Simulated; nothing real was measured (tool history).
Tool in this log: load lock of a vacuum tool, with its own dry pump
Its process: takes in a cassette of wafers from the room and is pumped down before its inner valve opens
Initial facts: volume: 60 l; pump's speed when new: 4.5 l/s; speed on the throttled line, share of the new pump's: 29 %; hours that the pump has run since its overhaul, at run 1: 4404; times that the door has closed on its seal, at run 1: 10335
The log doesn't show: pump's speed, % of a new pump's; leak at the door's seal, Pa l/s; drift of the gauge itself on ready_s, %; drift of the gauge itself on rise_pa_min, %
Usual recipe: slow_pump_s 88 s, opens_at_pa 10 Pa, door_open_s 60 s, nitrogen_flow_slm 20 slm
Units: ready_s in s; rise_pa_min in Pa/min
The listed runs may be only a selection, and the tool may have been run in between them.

run    hour  slow_pump_s  opens_at_pa  door_open_s  nitrogen_flow_slm  hours that the pump has run since its overhaul  times that the door has closed on its seal  incoming humidity of the room's air, %  ready_s  rise_pa_min
  1     0.0           88           10           60                 20                                            4404                                       10335                                    46.0    188.5        0.027
  2   210.2           88           10           60                 20                                            4614                                       11033                                    46.7    187.9        0.030
  3   410.2           88           10           60                 20                                            4814                                       11697                                    43.0    187.5        0.029
  4   668.8           88           10           60                 20                                            5072                                       12556                                    45.8    185.9        0.026
  5  1023.3           88           10           60                 20                                            5427                                       13733                                    49.7    189.3        0.026
  6  1459.3           88           10           60                 20                                            5863                                       15180                                    47.2    184.5        0.033
  7  1793.4           88           10           60                 20                                            6197                                       16289                                    45.0    183.6        0.029
  8  2199.3           88           10           60                 20                                            6603                                       17637                                    46.7    187.9        0.032
  9  2612.9           88           10           60                 20                                            7016                                       19010                                    43.4    188.2        0.025
 10  2871.9           88           10           25                 20                                            7275                                       19870                                    48.5    189.0        0.020
 11  3106.2          129           10           60                 20                                            7510                                       20648                                    44.5    216.1        0.023
 12  3443.7          129           10           60                 20                                            7847                                       21768                                    47.0    218.3        0.031
 13  3840.4          129           10           60                 20                                            8244                                       23085                                    45.7    215.4        0.031
 14  4054.4           88           10           60                 20                                            8458                                       23795                                    46.7    186.5        0.029
 15  4261.1           88           10           60                 20                                            8665                                       24481                                    45.6    189.5        0.028
 16  4488.9           88           10           60                 20                                            8892                                       25238                                    42.4    187.6        0.027
 17  4918.0           88           10           60                 20                                            9322                                       26662                                    44.8    186.3        0.024
 18  5238.7           88            7           60                  9                                            9642                                       27727                                    41.7    189.8        0.033
 19  5615.0           88           10           60                 13                                           10019                                       28976                                    45.0    189.9        0.031
 20  5899.4          161           15          114                 13                                           10303                                       29921                                    45.0    234.8        0.043
 21  6180.8          105           15          114                 13                                           10584                                       30855                                    43.9    191.4        0.037
 22  6380.8          105           15          114                 13                                           10784                                       31518                                    41.4    194.2        0.035
 23  6717.0           88           17           53                 20                                           11121                                       32635                                    43.5    180.0        0.026
 24  7154.8           88           17           53                 20                                           11558                                       34088                                    46.8    181.9        0.027
 25  7453.4           88           17           53                 20                                           11857                                       35079                                    43.6    180.7        0.027
 26  7669.3           88           17           53                 20                                           12073                                       35796                                    42.3    180.6        0.028
 27  8088.2           88           17          174                 20                                           12492                                       37187                                    46.7    178.4        0.043
     8232.3  -- dry pump taken out, an overhauled one fitted
 28  8327.0           46            7           60                 20                                              95                                       37960                                    40.9    161.3        0.024
 29  8575.9           46            7           60                 20                                             344                                       38786                                    42.8    163.2        0.027
 30  8840.3           46            7           60                 20                                             608                                       39664                                    43.9    162.4        0.024
 31  9250.2          123           10           60                 38                                            1018                                       41025                                    42.1    213.6        0.021
 32  9531.9          123           15           60                 38                                            1300                                       41960                                    49.5    209.9        0.024
 33  9724.6          161           15           60                 38                                            1492                                       42600                                    45.9    235.3        0.021

Hidden state at the last listed run before each entry between runs and at the first one after, where it differs:
Runs 27 to 28: dry pump taken out, an overhauled one fitted (hour 8232.3)
  pump's speed, % of a new pump's: 99.9 -> 100

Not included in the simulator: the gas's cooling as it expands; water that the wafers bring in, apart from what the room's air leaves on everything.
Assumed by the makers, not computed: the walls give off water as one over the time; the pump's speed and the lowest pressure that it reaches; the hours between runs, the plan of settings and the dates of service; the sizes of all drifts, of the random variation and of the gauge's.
